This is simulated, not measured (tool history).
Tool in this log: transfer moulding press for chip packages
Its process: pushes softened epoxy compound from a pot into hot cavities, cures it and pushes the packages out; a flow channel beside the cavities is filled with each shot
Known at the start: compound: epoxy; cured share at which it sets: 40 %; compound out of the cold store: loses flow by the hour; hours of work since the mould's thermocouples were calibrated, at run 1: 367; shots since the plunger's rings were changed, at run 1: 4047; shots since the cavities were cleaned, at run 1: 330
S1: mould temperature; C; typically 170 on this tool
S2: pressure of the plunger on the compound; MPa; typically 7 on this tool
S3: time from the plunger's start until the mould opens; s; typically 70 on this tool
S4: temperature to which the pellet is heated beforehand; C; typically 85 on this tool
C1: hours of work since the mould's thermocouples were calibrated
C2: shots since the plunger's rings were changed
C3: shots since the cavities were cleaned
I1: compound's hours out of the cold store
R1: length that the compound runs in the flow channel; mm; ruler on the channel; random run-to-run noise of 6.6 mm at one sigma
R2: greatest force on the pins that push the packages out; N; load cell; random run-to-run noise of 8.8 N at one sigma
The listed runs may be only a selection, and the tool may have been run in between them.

run     day   S1    S2  S3  S4   C1    C2   C3    I1   R1   R2
  1       0  170     7  70  85  367  4047  330  16.3  679  450
  2   0.271  175     7  70  85  371  4164  447  13.3  677  362
  3   0.571  175     7  70  85  376  4294  577  46.6  623  349
  4    1.05  170     7  70  93  383  4502  785  36.2  641  469
      1.212  -- cavities cleaned with cleaning compound and waxed
  5   1.475  170     7  70  85  389  4660  115  36.6  642  531
  6   1.754  167     7  70  85  394  4780  235    34  634  671
  7   2.217  170     7  70  83  401  4981  436  29.4  652  584
  8   2.512  170     7  70  83  406  5109  564  46.8  612  510
  9   2.746  170     7  70  83  409  5211  666  19.3  660  565
        3.2  -- cavities cleaned with cleaning compound and waxed
 10   3.254  170     7  70  83  417  5404   24  15.6  669  386
      3.467  -- plunger's sealing rings changed
      3.621  -- cavities cleaned with cleaning compound and waxed, once more
 11   3.692  170     7  70  85  421    70   30  21.5  707  395
 12   3.983  170     7  70  85  426   198  158  13.1  724  429
 13   4.267  170     7  70  85  430   320  280  42.2  660  402
 14   4.508  170     7  70  85  434   425  385  16.7  712  462
 15   4.842  170     7  70  85  439   570  530  13.6  720  489
 16   5.317  170     7  70  85  447   775  735  22.2  707  498
        5.6  -- cavities cleaned with cleaning compound and waxed
 17   5.904  168  8.15  70  84  455  1003  132  30.4  748  460
 18   6.238  168  8.15  70  84  460  1146  275  21.7  756  493
 19   6.704  173  5.61  70  84  468  1350  479  10.5  643  413
 20   7.008  173  5.61  70  84  473  1481  610  46.3  566  398
 21   7.392  173  5.61  70  84  479  1648  777  20.6  614  415
        7.6  -- cavities cleaned with cleaning compound and waxed
 22   7.775  173  5.61  70  79  484  1785   74    11  629  350
 23   8.042  170     7  70  79  488  1901  190    14  703  447
 24   8.579  170     7  70  82  497  2135  424  16.9  704  479
 25   9.046  170     7  70  82  504  2338  627  46.6  627  458
 26   9.392  166     7  70  78  510  2486  775  21.5  685  693
      9.579  -- cavities cleaned with cleaning compound and waxed
 27   9.829  170  6.45  70  79  516  2650  108  36.9  622  394
 28  10.138  170  6.45  70  79  521  2784  242  20.3  665  435
 29  10.571  164     7  70  80  528  2970  428    47  640  634
 30  11.058  164     7  70  80  535  3182  640  43.8  647  690

3 options for the next run, each taken on its own from the tool as it stands now. Forecast them:
  A  11.317  164     7  62  81  540  3295  753  41.2   ?   ?
  B  11.317  164   5.3  70  83  540  3295  753  39.6   ?   ?
  C  11.317  164  8.57  70  80  540  3295  753  42.2   ?   ?

run   R1   R2
  A  647  950
  B  559  707
  C  705  731
Without the tool's hidden state the same runs would have given:
run   R1   R2
  A  679  726
  B  588  540
  C  741  560

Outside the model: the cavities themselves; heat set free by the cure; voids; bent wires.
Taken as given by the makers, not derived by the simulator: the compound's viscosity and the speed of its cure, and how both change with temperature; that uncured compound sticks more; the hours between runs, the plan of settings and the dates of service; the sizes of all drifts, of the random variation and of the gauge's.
